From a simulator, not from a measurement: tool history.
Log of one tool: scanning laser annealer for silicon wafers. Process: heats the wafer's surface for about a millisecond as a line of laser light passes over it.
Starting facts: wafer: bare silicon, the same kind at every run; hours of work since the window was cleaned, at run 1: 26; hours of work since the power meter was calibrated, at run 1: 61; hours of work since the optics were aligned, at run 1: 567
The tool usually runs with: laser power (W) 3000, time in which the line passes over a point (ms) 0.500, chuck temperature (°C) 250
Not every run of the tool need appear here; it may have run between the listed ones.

run	hour	laser power (W)	time in which the line passes over a point (ms)	chuck temperature (°C)	hours of work since the window was cleaned	hours of work since the power meter was calibrated	hours of work since the optics were aligned	highest temperature of the surface (°C)
1	0.0	3000	0.500	250	26	61	567	987
2	14.4	3000	0.500	250	37	72	578	987
3	33.6	3000	0.500	250	52	87	592	986
4	53.8	3000	0.500	250	67	102	608	986
5	62.9	3000	0.500	250	74	110	615	985
6	72.9	3000	0.500	250	82	117	623	986
7	93.0	3000	0.456	250	97	133	638	948
8	111.6	3000	0.456	283	112	147	652	977
9	129.1	3000	0.500	250	125	160	666	982
10	149.5	3000	0.500	250	141	176	681	983
11	158.2	3000	0.456	250	147	183	688	941
12	176.3	3000	0.456	250	161	196	702	943
13	186.0	3000	0.493	250	169	204	709	971
14	199.5	2689	0.493	250	179	214	720	887
15	209.1	3000	0.594	235	186	222	727	1044
16	220.2	3131	0.471	271	195	230	736	1010
17	239.6	2687	0.448	259	210	245	750	858
18	252.9	2687	0.516	276	220	255	761	922
19	266.3	3073	0.434	273	230	265	771	960
20	284.9	3000	0.500	276	244	280	785	1006
21	293.2	2689	0.500	288	251	286	792	923
22	303.5	2689	0.378	288	259	294	799	827
23	323.7	2969	0.400	234	274	309	815	860
24	340.9	2969	0.604	234	287	323	828	1032
25	356.6	2969	0.604	217	299	335	840	1016

What if the next run were any one of these 3? Each begins from the tool's condition after run 25:
A	370.3	3000	0.564	238	310	345	851	?
B	370.3	2632	0.500	234	310	345	851	?
C	370.3	3204	0.604	277	310	345	851	?

run	highest temperature of the surface (°C)
A	1018
B	852
C	1150
Had the tool no hidden state, the same runs would have come out as:
run	highest temperature of the surface (°C)
A	1044
B	873
C	1180

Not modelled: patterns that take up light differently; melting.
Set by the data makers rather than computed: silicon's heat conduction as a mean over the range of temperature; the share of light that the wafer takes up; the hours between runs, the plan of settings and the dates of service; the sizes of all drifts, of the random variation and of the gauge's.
